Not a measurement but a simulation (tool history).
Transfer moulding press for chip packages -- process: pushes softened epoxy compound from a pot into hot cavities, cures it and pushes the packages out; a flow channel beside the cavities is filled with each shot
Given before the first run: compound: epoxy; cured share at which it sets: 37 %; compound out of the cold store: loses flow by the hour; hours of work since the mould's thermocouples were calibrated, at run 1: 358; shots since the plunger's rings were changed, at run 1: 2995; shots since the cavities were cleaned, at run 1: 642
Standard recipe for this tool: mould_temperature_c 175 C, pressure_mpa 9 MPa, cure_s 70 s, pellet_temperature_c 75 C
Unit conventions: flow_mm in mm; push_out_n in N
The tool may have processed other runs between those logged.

run   hour  mould_temperature_c  pressure_mpa  cure_s  pellet_temperature_c  hours of work since the mould's thermocouples were calibrated  shots since the plunger's rings were changed  shots since the cavities were cleaned  incoming compound's hours out of the cold store  flow_mm  push_out_n
  1      0                  175             9      70                    75                                                            358                                          2995                                    642                                               36      856         487
      16.8  -- cavities cleaned with cleaning compound and waxed
  2   19.8                  175             9      70                    70                                                            371                                          3354                                     60                                             47.5      807         325
      46.1  -- plunger's sealing rings changed
  3   53.3                  175             9      70                    75                                                            393                                           141                                    669                                             10.2     1009         524
      69.3  -- cavities cleaned with cleaning compound and waxed
  4   80.2                  175          9.12      70                    75                                                            412                                           639                                    215                                             42.3      865         348
  5  104.1                  175             9      70                    75                                                            429                                          1108                                    684                                             40.3      861         469
     119.4  -- cavities cleaned with cleaning compound and waxed
  6  133.9                  175             9      70                    75                                                            449                                          1662                                    284                                             47.7      821         376
  7  163.8                  175             9      70                    75                                                            471                                          2249                                    871                                               37      860         509
     169.9  -- cavities cleaned with cleaning compound and waxed
  8  193.4                  175             9      70                    75                                                            491                                          2801                                    461                                             15.4      946         476
     222.3  -- cavities cleaned with cleaning compound and waxed
  9  230.4                  175             9      70                    75                                                            517                                          3499                                    159                                             31.1      863         369
     251.6  -- plunger's sealing rings changed
 10  251.6                  175             9      70                    75                                                            531                                             0                                    526                                               33      907         433
 11  268.9                  175             9      70                    75                                                            543                                           338                                    864                                             12.9      999         533
     276.2  -- cavities cleaned with cleaning compound and waxed
 12  297.1                  175             9      70                    75                                                            563                                           863                                    410                                             24.1      937         436
 13  321.1                  175             9      57                    75                                                            580                                          1334                                    881                                             34.8      883         810
     328.8  -- cavities cleaned with cleaning compound and waxed
 14  358.8                  175             9      57                    75                                                            606                                          2043                                    587                                             29.5      892         772
     379.7  -- cavities cleaned with cleaning compound and waxed
 15  380.6                  173          8.89      96                    75                                                            621                                          2442                                     17                                             19.5      933         219
 16  409.5                  173          8.89      54                    75                                                            642                                          3009                                    584                                               34      864         947
 17  425.9                  173          8.89      94                    75                                                            654                                          3331                                    906                                             13.4      948         366
       431  -- cavities cleaned with cleaning compound and waxed
     457.7  -- plunger's sealing rings changed
 18  466.8                  177          8.89      94                    70                                                            680                                           177                                    653                                             13.7      979         302
     470.7  -- mould's thermocouples calibrated
     487.9  -- cavities cleaned with cleaning compound and waxed
 19    490                  168          8.89      94                    85                                                             13                                           564                                     41                                             37.8      896         258
 20  519.2                  175             9      70                    76                                                             34                                          1137                                    614                                             11.9      983         453
     538.3  -- cavities cleaned with cleaning compound and waxed
 21  545.8                  175          9.36      69                    80                                                             52                                          1630                                    147                                             16.1      975         364
 22  582.9                  175          9.36      69                    80                                                             79                                          2359                                    876                                             34.4      888         476
       590  -- cavities cleaned with cleaning compound and waxed
 23  609.6                  170         10.67      84                    77                                                             97                                          2852                                    383                                             21.1     1019         363
     640.6  -- cavities cleaned with cleaning compound and waxed
 24  647.7                  178         10.67      84                    77                                                            124                                          3571                                    140                                             38.1      895         230
     663.7  -- plunger's sealing rings changed
     672.3  -- mould's thermocouples calibrated, once more
 25  688.4                  178         10.67      84                    77                                                             12                                           446                                    850                                             37.6      958         330
     695.2  -- cavities cleaned with cleaning compound and waxed
 26  727.2                  178         10.67      84                    77                                                             39                                          1178                                    627                                              8.8     1091         334
     745.4  -- cavities cleaned with cleaning compound and waxed
 27  757.3                  181         10.67      87                    85                                                             59                                          1739                                    233                                             20.8     1005         246

Branching from run 27: 4 alternative next runs. What would each branch give?
  A  779.5                  175         10.36     106                    82                                                             75                                          2174                                    668                                             29.1        ?           ?
  B  779.5                  175             9      70                    74                                                             75                                          2174                                    668                                             43.5        ?           ?
  C  779.5                  173         10.53      81                    85                                                             75                                          2174                                    668                                             15.9        ?           ?
  D  779.5                  183          9.49      87                    78                                                             75                                          2174                                    668                                             47.6        ?           ?

run  flow_mm  push_out_n
  A      964         307
  B      835         497
  C     1043         428
  D      825         309
Had the tool no hidden state, the same runs would have come out as:
run  flow_mm  push_out_n
  A      995         191
  B      861         305
  C     1075         262
  D      851         194
